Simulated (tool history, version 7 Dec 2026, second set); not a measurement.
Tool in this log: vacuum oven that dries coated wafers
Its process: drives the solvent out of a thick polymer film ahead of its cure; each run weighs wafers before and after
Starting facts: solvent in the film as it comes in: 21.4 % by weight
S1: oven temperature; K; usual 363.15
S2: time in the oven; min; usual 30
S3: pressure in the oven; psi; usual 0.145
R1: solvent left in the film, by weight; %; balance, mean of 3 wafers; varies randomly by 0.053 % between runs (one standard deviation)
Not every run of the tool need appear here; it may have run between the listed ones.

run,hour,S1,S2,S3,R1
1,0.0,363.15,30,0.145,1.80
2,14.4,363.15,30,0.145,1.86
3,22.7,363.15,30,0.145,1.82
4,33.9,362.15,30,0.145,2.06
5,51.3,362.15,30,0.145,2.12
6,68.6,363.15,16,0.145,4.78
7,79.2,363.15,30,0.335,2.36
8,92.0,363.15,30,0.145,1.81
9,109.6,363.15,30,0.145,1.81
10,125.4,363.15,30,0.145,1.86
11,143.4,363.15,30,0.133,1.85
12,159.1,363.15,30,0.133,1.83
13,173.9,363.15,30,0.133,1.94
14,191.2,363.15,17,0.133,4.57
15,209.6,363.15,17,0.133,4.64
16,225.2,363.15,30,0.145,1.88
17,239.5,363.15,30,0.145,1.93
18,253.6,363.15,30,0.145,1.91
19,272.4,363.15,30,0.145,1.93
20,290.7,363.15,30,0.316,2.48
21,304.8,363.15,30,0.316,2.30
22,312.5,363.15,30,0.316,2.31
23,331.4,363.15,30,0.316,2.34
24,341.7,363.15,30,0.152,2.13
25,360.4,374.15,33,0.152,0.52
26,375.5,363.15,22,0.145,3.37
27,393.0,362.15,18,0.132,4.85
28,411.3,362.15,18,0.132,4.80

For run 29, what comes out?
29,427.3,368.15,30,0.383,?

{"run 29": {"R1": 1.43}}
Without the tool's hidden state the same run would have given R1 1.24 %.

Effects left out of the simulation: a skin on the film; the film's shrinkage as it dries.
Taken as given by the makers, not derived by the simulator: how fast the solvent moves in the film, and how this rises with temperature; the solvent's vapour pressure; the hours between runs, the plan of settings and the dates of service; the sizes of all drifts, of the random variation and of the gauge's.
